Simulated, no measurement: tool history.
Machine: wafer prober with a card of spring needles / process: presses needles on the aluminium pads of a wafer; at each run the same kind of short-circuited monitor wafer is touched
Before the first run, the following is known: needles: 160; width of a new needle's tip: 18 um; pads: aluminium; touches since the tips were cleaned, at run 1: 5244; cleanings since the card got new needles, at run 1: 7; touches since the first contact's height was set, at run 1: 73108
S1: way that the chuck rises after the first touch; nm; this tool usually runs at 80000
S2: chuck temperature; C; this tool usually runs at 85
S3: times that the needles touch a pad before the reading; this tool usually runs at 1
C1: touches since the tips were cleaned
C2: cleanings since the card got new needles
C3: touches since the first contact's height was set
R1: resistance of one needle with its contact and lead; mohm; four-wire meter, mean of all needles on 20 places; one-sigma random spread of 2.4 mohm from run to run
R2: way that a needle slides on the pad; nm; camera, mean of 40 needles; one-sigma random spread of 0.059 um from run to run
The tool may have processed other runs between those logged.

run   hour     S1   S2  S3    C1  C2      C3   R1     R2
  1    0.0  80000   85   1  5244   7   73108  276  20310
      15.2  -- tips cleaned on abrasive film
  2   37.6  80000   85   1  5244   8   81886  275  20390
      52.3  -- tips cleaned on abrasive film
  3   72.9  80000   63   1  4817   9   90140  271  20380
      89.5  -- tips cleaned on abrasive film
  4  112.0  99000   85   1  5268  10   99283  275  25230
     126.4  -- tips cleaned on abrasive film
  5  129.8  99000   85   1   794  11  103422  271  25320
     164.4  -- tips cleaned on abrasive film
  6  165.6  99000   85   1   291  12  111797  269  25340
  7  188.4  80000   76   1  5638  12  117144  268  20570
     200.8  -- tips cleaned on abrasive film
  8  211.7  80000   76   1  2553  13  122562  275  20480
     237.0  -- tips cleaned on abrasive film
  9  250.9  80000   76   1  3257  14  131725  270  20540
 10  267.3  80000   85   1  7113  14  135581  274  20500
     272.6  -- tips cleaned on abrasive film
 11  293.8  80000   85   1  4971  15  141757  274  20570
     308.7  -- tips cleaned on abrasive film
 12  312.8  80000   85   1   968  16  146197  276  20510
 13  331.9  80000   48   1  5442  16  150671  263  20550
     345.5  -- tips cleaned on abrasive film
 14  354.2  80000   48   1  2053  17  155877  261  20630
     382.1  -- tips cleaned on abrasive film
 15  388.5  80000   48   1  1501  18  163883  262  20630
 16  413.8  80000   48   1  7432  18  169814  266  20590
     419.0  -- tips cleaned on abrasive film
 17  442.1  80000   48   1  5415  19  176422  261  20610
     455.7  -- tips cleaned on abrasive film
 18  476.6  75000   60   3  4885  20  184470  266  19310
     492.9  -- tips cleaned on abrasive film
 19  496.0  61000  107   2   735  21  189009  283  15850
     514.9  -- height of the first contact set anew
 20  521.4  90000   97   1  6618  21    1520  276  23210
     529.3  -- tips cleaned on abrasive film
 21  540.8  60000   64   1  2694  22    6026  274  15440
 22  557.6  73000   58   2  6637  22    9969  263  18930
     567.1  -- tips cleaned on abrasive film
 23  575.4  73000   73   2  1947  23   14115  272  18990
 24  595.7  73000   73   2  6717  23   18885  268  18920
     603.1  -- tips cleaned on abrasive film
 25  617.0  94000  105   1  3258  24   23850  278  24500
     639.2  -- tips cleaned on abrasive film
 26  645.5  94000  105   1  1478  25   30501  281  24450
     654.7  -- gauge calibrated
     675.3  -- tips cleaned on abrasive film
 27  677.7  94000  105   1   566  26   38013  280  23920
     711.9  -- tips cleaned on abrasive film
 28  715.5  94000  105   1   845  27   46850  275  23920
     748.3  -- tips cleaned on abrasive film
 29  753.9  64000   81   1  1319  28   55832  276  16390
 30  782.3  72000  103   3  7977  28   62490  275  18310

Expected results for the next run?
     784.5  -- tips cleaned on abrasive film
 31  807.7  80000  85   1  5440  29  68415   ?   ?

{"run 31": {"R1": 277, "R2": 20390}}
Minus the tool's unlogged condition, the same run would have read R1 277 mohm, R2 20290 nm.

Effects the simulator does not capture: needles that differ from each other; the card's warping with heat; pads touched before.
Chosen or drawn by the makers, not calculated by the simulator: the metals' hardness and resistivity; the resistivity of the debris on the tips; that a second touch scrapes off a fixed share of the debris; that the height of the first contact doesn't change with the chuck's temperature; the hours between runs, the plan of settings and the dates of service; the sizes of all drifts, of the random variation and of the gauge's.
